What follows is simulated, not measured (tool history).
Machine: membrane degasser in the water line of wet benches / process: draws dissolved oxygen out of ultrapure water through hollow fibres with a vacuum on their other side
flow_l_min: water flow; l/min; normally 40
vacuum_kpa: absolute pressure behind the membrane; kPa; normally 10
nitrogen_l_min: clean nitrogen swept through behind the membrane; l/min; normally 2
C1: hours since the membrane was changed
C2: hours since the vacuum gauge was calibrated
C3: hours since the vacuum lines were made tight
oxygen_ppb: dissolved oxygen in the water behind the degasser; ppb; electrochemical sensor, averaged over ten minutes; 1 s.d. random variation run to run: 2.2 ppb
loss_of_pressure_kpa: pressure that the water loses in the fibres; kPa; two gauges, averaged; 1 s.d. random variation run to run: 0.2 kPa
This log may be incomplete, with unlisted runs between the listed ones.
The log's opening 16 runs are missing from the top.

Run 17, hour 609.2: usual settings but flow_l_min 35 l/min, vacuum_kpa 6.6 kPa, nitrogen_l_min 1.08 l/min; C1 872; C2 3237; C3 5705. Result: oxygen_ppb 265.9 ppb, loss_of_pressure_kpa 39.87 kPa.
Run 18, hour 662.8: usual settings but flow_l_min 35 l/min, vacuum_kpa 6.6 kPa, nitrogen_l_min 3.92 l/min; C1 926; C2 3291; C3 5758. Result: oxygen_ppb 104.9 ppb, loss_of_pressure_kpa 39.83 kPa.
Run 19, hour 686.9: usual settings but flow_l_min 35 l/min, vacuum_kpa 6.6 kPa, nitrogen_l_min 3.92 l/min; C1 950; C2 3315; C3 5783. Result: oxygen_ppb 104.2 ppb, loss_of_pressure_kpa 39.68 kPa.
Run 20, hour 715.7: usual settings but flow_l_min 35 l/min, vacuum_kpa 6.6 kPa, nitrogen_l_min 3.92 l/min; C1 979; C2 3344; C3 5811. Result: oxygen_ppb 105 ppb, loss_of_pressure_kpa 39.77 kPa.
Run 21, hour 752: usual settings but vacuum_kpa 7.2 kPa; C1 1015; C2 3380; C3 5848. Result: oxygen_ppb 233.4 ppb, loss_of_pressure_kpa 45.59 kPa.
Run 22, hour 788.3: usual settings but flow_l_min 57 l/min, vacuum_kpa 8.3 kPa; C1 1051; C2 3416; C3 5884. Result: oxygen_ppb 493.7 ppb, loss_of_pressure_kpa 64.95 kPa.
Run 23, hour 825.4: usual settings but flow_l_min 57 l/min, vacuum_kpa 8.3 kPa; C1 1088; C2 3453; C3 5921. Result: oxygen_ppb 493.9 ppb, loss_of_pressure_kpa 64.66 kPa.
Run 24, hour 860.2: usual settings but flow_l_min 57 l/min, vacuum_kpa 8.3 kPa; C1 1123; C2 3488; C3 5956. Result: oxygen_ppb 495.4 ppb, loss_of_pressure_kpa 65.03 kPa.
Run 25, hour 911.1: usual settings but flow_l_min 57 l/min, vacuum_kpa 8.3 kPa; C1 1174; C2 3539; C3 6007. Result: oxygen_ppb 493.9 ppb, loss_of_pressure_kpa 65.28 kPa.

What does the tool deliver on the next run?
Run 26, hour 936.3: usual settings but flow_l_min 46 l/min, vacuum_kpa 6.3 kPa; C1 1199; C2 3564; C3 6032. Result: oxygen_ppb ?, loss_of_pressure_kpa ?.

oxygen_ppb: 253.1 ppb
loss_of_pressure_kpa: 52.62 kPa
With the hidden condition absent and the run-to-run variation left alone, this run would have shown oxygen_ppb 239.3 ppb, loss_of_pressure_kpa 52.12 kPa.
